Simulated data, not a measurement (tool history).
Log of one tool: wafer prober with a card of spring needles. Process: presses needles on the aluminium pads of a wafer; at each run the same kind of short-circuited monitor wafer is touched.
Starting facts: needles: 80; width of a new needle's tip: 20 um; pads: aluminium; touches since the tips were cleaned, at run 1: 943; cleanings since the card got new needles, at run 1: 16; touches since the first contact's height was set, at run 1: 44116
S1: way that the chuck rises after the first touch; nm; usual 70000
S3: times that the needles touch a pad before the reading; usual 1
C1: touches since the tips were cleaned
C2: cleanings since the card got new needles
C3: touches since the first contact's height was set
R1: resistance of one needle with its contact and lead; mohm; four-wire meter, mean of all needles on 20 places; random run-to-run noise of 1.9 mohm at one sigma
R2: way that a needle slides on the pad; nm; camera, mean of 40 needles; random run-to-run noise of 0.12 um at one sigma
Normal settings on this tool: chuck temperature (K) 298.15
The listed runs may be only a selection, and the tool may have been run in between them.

run 1 hour=0.0 | S1=70000 chuck_temperature_(K)=298.15 S3=1 | C1=943 C2=16 C3=44116 | R1=201 R2=13740
-- hour=3.9 tips cleaned on abrasive film
run 2 hour=9.6 | S1=70000 chuck_temperature_(K)=298.15 S3=1 | C1=2027 C2=17 C3=47519 | R1=203 R2=13730
-- hour=10.5 tips cleaned on abrasive film
-- hour=17.5 tips cleaned on abrasive film
run 3 hour=18.8 | S1=70000 chuck_temperature_(K)=298.15 S3=1 | C1=459 C2=19 C3=50732 | R1=200 R2=13810
-- hour=24.1 tips cleaned on abrasive film
run 4 hour=24.1 | S1=70000 chuck_temperature_(K)=298.15 S3=1 | C1=0 C2=20 C3=52625 | R1=201 R2=13670
-- hour=31.0 tips cleaned on abrasive film
run 5 hour=31.2 | S1=70000 chuck_temperature_(K)=298.15 S3=2 | C1=91 C2=21 C3=55135 | R1=197 R2=13860
run 6 hour=35.9 | S1=70000 chuck_temperature_(K)=298.15 S3=2 | C1=1774 C2=21 C3=56818 | R1=201 R2=13960
-- hour=37.5 tips cleaned on abrasive film
-- hour=44.1 tips cleaned on abrasive film
run 7 hour=44.1 | S1=70000 chuck_temperature_(K)=298.15 S3=2 | C1=0 C2=23 C3=59655 | R1=200 R2=13630
-- hour=50.4 tips cleaned on abrasive film
run 8 hour=53.3 | S1=70000 chuck_temperature_(K)=298.15 S3=2 | C1=1019 C2=24 C3=62924 | R1=198 R2=13760
-- hour=56.8 tips cleaned on abrasive film
run 9 hour=59.7 | S1=70000 chuck_temperature_(K)=298.15 S3=2 | C1=1052 C2=25 C3=65190 | R1=198 R2=13810
-- hour=63.1 tips cleaned on abrasive film
run 10 hour=67.9 | S1=70000 chuck_temperature_(K)=298.15 S3=2 | C1=1711 C2=26 C3=68079 | R1=199 R2=13930
-- hour=69.6 tips cleaned on abrasive film
run 11 hour=74.2 | S1=70000 chuck_temperature_(K)=390.15 S3=2 | C1=1650 C2=27 C3=70311 | R1=218 R2=13890
-- hour=76.2 tips cleaned on abrasive film
run 12 hour=81.5 | S1=54000 chuck_temperature_(K)=298.15 S3=1 | C1=1905 C2=28 C3=72902 | R1=207 R2=10710
-- hour=83.0 tips cleaned on abrasive film
-- hour=89.6 tips cleaned on abrasive film
run 13 hour=91.0 | S1=52000 chuck_temperature_(K)=298.15 S3=1 | C1=516 C2=30 C3=76235 | R1=204 R2=10170
-- hour=95.9 tips cleaned on abrasive film
run 14 hour=97.8 | S1=70000 chuck_temperature_(K)=337.15 S3=1 | C1=687 C2=31 C3=78638 | R1=207 R2=13610
run 15 hour=102.0 | S1=70000 chuck_temperature_(K)=349.15 S3=1 | C1=2186 C2=31 C3=80137 | R1=211 R2=13890
-- hour=102.8 tips cleaned on abrasive film
-- hour=109.8 tips cleaned on abrasive film
run 16 hour=111.4 | S1=54000 chuck_temperature_(K)=349.15 S3=1 | C1=607 C2=33 C3=83441 | R1=215 R2=10610
-- hour=116.7 tips cleaned on abrasive film
run 17 hour=117.8 | S1=70000 chuck_temperature_(K)=360.15 S3=1 | C1=401 C2=34 C3=85682 | R1=215 R2=13650
-- hour=123.0 tips cleaned on abrasive film
run 18 hour=127.4 | S1=70000 chuck_temperature_(K)=360.15 S3=1 | C1=1585 C2=35 C3=89091 | R1=213 R2=13720
-- hour=129.9 tips cleaned on abrasive film
run 19 hour=134.9 | S1=58000 chuck_temperature_(K)=315.15 S3=1 | C1=1785 C2=36 C3=91725 | R1=208 R2=11570
-- hour=136.5 tips cleaned on abrasive film
run 20 hour=139.8 | S1=58000 chuck_temperature_(K)=315.15 S3=1 | C1=1179 C2=37 C3=93461 | R1=206 R2=11470
-- hour=143.1 tips cleaned on abrasive film
run 21 hour=149.0 | S1=89000 chuck_temperature_(K)=315.15 S3=3 | C1=2095 C2=38 C3=96711 | R1=198 R2=17510
-- hour=149.6 tips cleaned on abrasive film
run 22 hour=153.1 | S1=53000 chuck_temperature_(K)=342.15 S3=2 | C1=1260 C2=39 C3=98160 | R1=211 R2=10490
-- hour=156.4 tips cleaned on abrasive film
run 23 hour=162.5 | S1=85000 chuck_temperature_(K)=298.15 S3=2 | C1=2190 C2=40 C3=101491 | R1=196 R2=16730
-- hour=163.0 tips cleaned on abrasive film
-- hour=169.6 tips cleaned on abrasive film
run 24 hour=172.0 | S1=65000 chuck_temperature_(K)=355.15 S3=1 | C1=850 C2=42 C3=104800 | R1=214 R2=12810
-- hour=176.1 tips cleaned on abrasive film
-- hour=176.4 height of the first contact set anew
run 25 hour=180.0 | S1=70000 chuck_temperature_(K)=298.15 S3=2 | C1=1267 C2=43 C3=1267 | R1=202 R2=13730
-- hour=183.2 tips cleaned on abrasive film
run 26 hour=188.9 | S1=70000 chuck_temperature_(K)=298.15 S3=3 | C1=2025 C2=44 C3=4428 | R1=202 R2=13500

Expected results for the next run?
-- hour=189.6 tips cleaned on abrasive film
-- hour=196.1 tips cleaned on abrasive film
run 27 hour=196.1 | S1=69000 chuck_temperature_(K)=298.15 S3=1 | C1=7 C2=46 C3=6938 | R1=? R2=?

Logged for run 27: R1 193 mohm, R2 13660 nm.
On a tool with no hidden condition, and with the same random variation, this run would have come out at R1 193 mohm, R2 13660 nm.
